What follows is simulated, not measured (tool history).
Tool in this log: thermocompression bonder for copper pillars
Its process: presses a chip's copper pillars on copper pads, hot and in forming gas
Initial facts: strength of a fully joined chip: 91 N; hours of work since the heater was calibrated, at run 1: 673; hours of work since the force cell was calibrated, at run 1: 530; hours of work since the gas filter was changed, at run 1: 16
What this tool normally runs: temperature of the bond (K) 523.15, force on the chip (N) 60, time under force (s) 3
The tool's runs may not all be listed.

run   hour  temperature of the bond (K)  force on the chip (N)  time under force (s)  hours of work since the heater was calibrated  hours of work since the force cell was calibrated  hours of work since the gas filter was changed  force that shears a chip off (N)
  1      0                       523.15                     60                     3                                            673                                                530                                              16                              55.2
  2   19.3                       523.15                     60                     3                                            686                                                543                                              28                              56.3
  3   38.2                       523.15                     74                     3                                            697                                                554                                              39                              66.3
  4   53.8                       523.15                     74                     3                                            707                                                564                                              49                              66.3
  5     78                       523.15                     74                     3                                            722                                                579                                              64                              65.3
  6   88.7                       543.15                     60                     3                                            729                                                586                                              71                              69.5
  7  112.5                       543.15                     60                     3                                            744                                                601                                              86                              69.6
  8  131.9                       543.15                     60                     3                                            756                                                613                                              98                              68.9
  9  144.1                       523.15                     60                     3                                            764                                                620                                             106                              56.1
 10  161.9                       523.15                     70                     3                                            775                                                632                                             117                              62.5
     165.5  -- heater calibrated with a thermocouple chip
 11  184.9                       523.15                     70                     3                                             12                                                645                                             130                              66.5
 12  199.4                       533.15                     41                     3                                             21                                                654                                             139                              47.2
 13    218                       533.15                     41                     3                                             33                                                665                                             150                              46.9
       232  -- heater calibrated with a thermocouple chip, once more
 14  232.3                       514.15                     50                     3                                              0                                                673                                             158                                36
 15  252.2                       523.15                     36                     6                                             13                                                686                                             171                                38
 16  270.9                       523.15                     36                     6                                             24                                                697                                             182                              37.6
 17  290.5                       523.15                     36                     6                                             37                                                709                                             195                              37.9

4 ways to go on from here, each from the tool as it stands after run 17. What would each give?
  A  308.6                       517.15                     37                     4                                             48                                                721                                             206                                 ?
  B  308.6                       548.15                     86                     6                                             48                                                721                                             206                                 ?
  C  308.6                       508.15                     54                     4                                             48                                                721                                             206                                 ?
  D  308.6                       527.15                     45                     8                                             48                                                721                                             206                                 ?

run  force that shears a chip off (N)
  A                              29.9
  B                              85.6
  C                                40
  D                              54.9
With no hidden state in the tool, these same runs would have given:
run  force that shears a chip off (N)
  A                              31.2
  B                                88
  C                              41.5
  D                                57
